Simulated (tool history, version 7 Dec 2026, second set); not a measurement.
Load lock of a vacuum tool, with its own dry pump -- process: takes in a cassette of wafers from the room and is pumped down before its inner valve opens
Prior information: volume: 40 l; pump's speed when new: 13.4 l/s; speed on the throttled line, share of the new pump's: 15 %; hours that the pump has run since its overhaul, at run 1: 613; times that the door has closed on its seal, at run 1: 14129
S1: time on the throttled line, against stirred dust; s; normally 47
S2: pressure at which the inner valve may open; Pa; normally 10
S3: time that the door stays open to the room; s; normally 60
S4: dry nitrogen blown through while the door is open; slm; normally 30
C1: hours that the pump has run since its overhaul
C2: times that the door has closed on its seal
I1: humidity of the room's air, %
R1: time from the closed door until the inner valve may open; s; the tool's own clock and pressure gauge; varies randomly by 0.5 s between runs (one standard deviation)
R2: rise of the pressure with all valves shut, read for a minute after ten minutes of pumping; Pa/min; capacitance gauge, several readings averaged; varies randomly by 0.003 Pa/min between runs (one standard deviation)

run	day	S1	S2	S3	S4	C1	C2	I1	R1	R2
1	0	47	10	60	30	613	14129	42.6	67.8	0.071
2	5.65	47	10	60	30	749	14450	44.5	68.5	0.073
3	9.942	47	10	60	30	851	14694	44.3	67	0.063
4	17.258	47	10	60	30	1027	15109	46.2	67.5	0.071
5	22.867	47	10	60	30	1162	15428	45.8	67.4	0.071
6	29.162	47	10	60	30	1313	15785	45.6	67.4	0.074
7	34.35	47	10	60	30	1437	16080	43.6	67.8	0.067
8	39.833	47	10	60	30	1569	16391	44.7	67.4	0.074
9	47.721	61	10	218	40	1758	16839	45.8	79.8	0.089
10	54.225	47	10	60	43	1914	17208	46.7	67.8	0.071
11	61.925	31	10	82	40	2099	17645	45.9	54.3	0.084
12	66	47	17	60	30	2197	17876	45.1	67.1	0.072
13	71.083	27	13	148	36	2319	18165	44.2	50.3	0.088
14	75.104	47	15	74	30	2415	18393	44.8	66.6	0.085

What if the next run were any one of these 4? Each begins from the tool's condition after run 14:
A	81.992	28	15	74	15	2581	18784	47.7	?	?
B	81.992	47	13	100	30	2581	18784	44.7	?	?
C	81.992	78	14	74	38	2581	18784	42.5	?	?
D	81.992	34	9	64	30	2581	18784	47.4	?	?

run	R1	R2
A	50.6	0.104
B	67.3	0.093
C	93.6	0.077
D	56.8	0.083
Without the tool's hidden state the same runs would have given:
run	R1	R2
A	50.2	0.069
B	67	0.058
C	93.4	0.042
D	56.4	0.048
